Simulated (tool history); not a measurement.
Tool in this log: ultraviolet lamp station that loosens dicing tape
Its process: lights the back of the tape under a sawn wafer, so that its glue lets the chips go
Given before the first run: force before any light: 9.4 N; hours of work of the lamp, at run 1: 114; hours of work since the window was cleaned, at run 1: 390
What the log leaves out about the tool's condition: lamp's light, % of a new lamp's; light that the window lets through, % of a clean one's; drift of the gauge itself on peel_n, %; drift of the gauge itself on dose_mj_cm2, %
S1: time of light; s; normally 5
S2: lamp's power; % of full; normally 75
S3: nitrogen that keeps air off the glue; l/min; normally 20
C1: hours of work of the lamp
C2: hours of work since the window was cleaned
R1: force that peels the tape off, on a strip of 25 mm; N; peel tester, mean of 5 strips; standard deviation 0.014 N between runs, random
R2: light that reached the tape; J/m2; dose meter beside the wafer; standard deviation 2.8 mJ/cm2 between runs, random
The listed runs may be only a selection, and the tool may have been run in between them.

| run | hour | S1 | S2 | S3 | C1 | C2 | R1 | R2 |
|---|---|---|---|---|---|---|---|---|
| 1 | 0 | 5 | 75 | 20 | 114 | 390 | 0.857 | 3470 |
| 2 | 40.5 | 5 | 65 | 20 | 139 | 414 | 1.223 | 3030 |
|  | 65.4 | window cleaned of glue's vapour |
| 3 | 69.9 | 5 | 75 | 20 | 156 | 3 | 1.029 | 3250 |
| 4 | 101.5 | 5 | 75 | 20 | 175 | 22 | 0.992 | 3220 |
| 5 | 135.7 | 5 | 75 | 20 | 195 | 42 | 1.108 | 3220 |
| 6 | 172.4 | 4 | 75 | 20 | 217 | 64 | 1.64 | 2520 |
| 7 | 214.3 | 4 | 99 | 34 | 242 | 89 | 0.799 | 3250 |
|  | 220.8 | window cleaned of glue's vapour, once more |
| 8 | 255.7 | 3 | 75 | 9 | 266 | 21 | 2.719 | 2170 |
| 9 | 297.5 | 10 | 73 | 9 | 291 | 46 | 0.292 | 7020 |
| 10 | 316 | 10 | 73 | 9 | 302 | 57 | 0.286 | 6980 |

Alternative continuations, all from the tool just after run 10; predict every row:
| A | 343.5 | 2 | 82 | 9 | 319 | 73 | ? | ? |
| B | 343.5 | 10 | 75 | 20 | 319 | 73 | ? | ? |
| C | 343.5 | 10 | 88 | 9 | 319 | 73 | ? | ? |
| D | 343.5 | 3 | 79 | 20 | 319 | 73 | ? | ? |
| E | 343.5 | 8 | 74 | 39 | 319 | 73 | ? | ? |

| run | R1 | R2 |
|---|---|---|
| A | 3.935 | 1530 |
| B | 0.18 | 7140 |
| C | 0.199 | 8300 |
| D | 2.052 | 2210 |
| E | 0.218 | 5620 |
Without the tool's unlogged condition, the same runs would have read:
| run | R1 | R2 |
|---|---|---|
| A | 3.529 | 1730 |
| B | 0.151 | 8050 |
| C | 0.162 | 9360 |
| D | 1.699 | 2490 |
| E | 0.173 | 6340 |
